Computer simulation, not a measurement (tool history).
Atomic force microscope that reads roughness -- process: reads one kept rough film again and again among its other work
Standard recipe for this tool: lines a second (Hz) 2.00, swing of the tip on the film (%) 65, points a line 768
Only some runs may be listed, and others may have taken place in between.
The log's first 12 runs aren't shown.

run	day	lines a second (Hz)	swing of the tip on the film (%)	points a line	pictures with this tip	hours of work since the height scale was calibrated	roughness of the kept film (nm (root mean square))
13	9.954	2.00	65	768	86	30	2.619
14	10.725	2.00	65	768	118	40	2.531
15	11.833	2.00	65	768	163	55	2.376
16	12.375	2.00	65	768	185	63	2.308
# day 12.829: new tip fitted
17	13.492	1.85	82	692	27	78	2.559
# day 14.375: height scale calibrated on a step standard, once more
18	14.658	1.33	76	408	74	4	2.578
19	15.729	1.33	76	408	118	18	2.433
20	16.475	0.85	79	838	148	29	2.411
21	17.492	1.69	70	299	190	43	2.189
# day 17.867: new tip fitted
22	18.542	3.32	70	299	27	57	2.599
23	19.558	2.14	60	677	69	70	2.763
24	20.638	2.82	84	768	114	85	2.080
25	21.696	2.00	69	768	157	100	2.383
26	22.358	2.00	76	605	184	109	2.167
# day 22.838: new tip fitted
27	23.258	1.28	80	323	18	121	2.784
28	24.104	1.28	80	323	52	132	2.640
29	24.704	1.15	64	768	77	140	2.788
30	25.325	0.54	61	768	103	149	2.741

5 options for the next run, each taken on its own from the tool as it stands now. Forecast them:
A	25.808	2.00	59	768	122	156	?
B	25.808	1.07	78	472	122	156	?
C	25.808	0.56	61	768	122	156	?
D	25.808	3.03	61	768	122	156	?
E	25.808	0.54	65	467	122	156	?

run	roughness of the kept film (nm (root mean square))
A	2.586
B	2.453
C	2.699
D	2.480
E	2.647
Take away the tool's hidden state, keep each run's random variation, and the runs would have read:
run	roughness of the kept film (nm (root mean square))
A	3.130
B	2.969
C	3.267
D	3.001
E	3.204
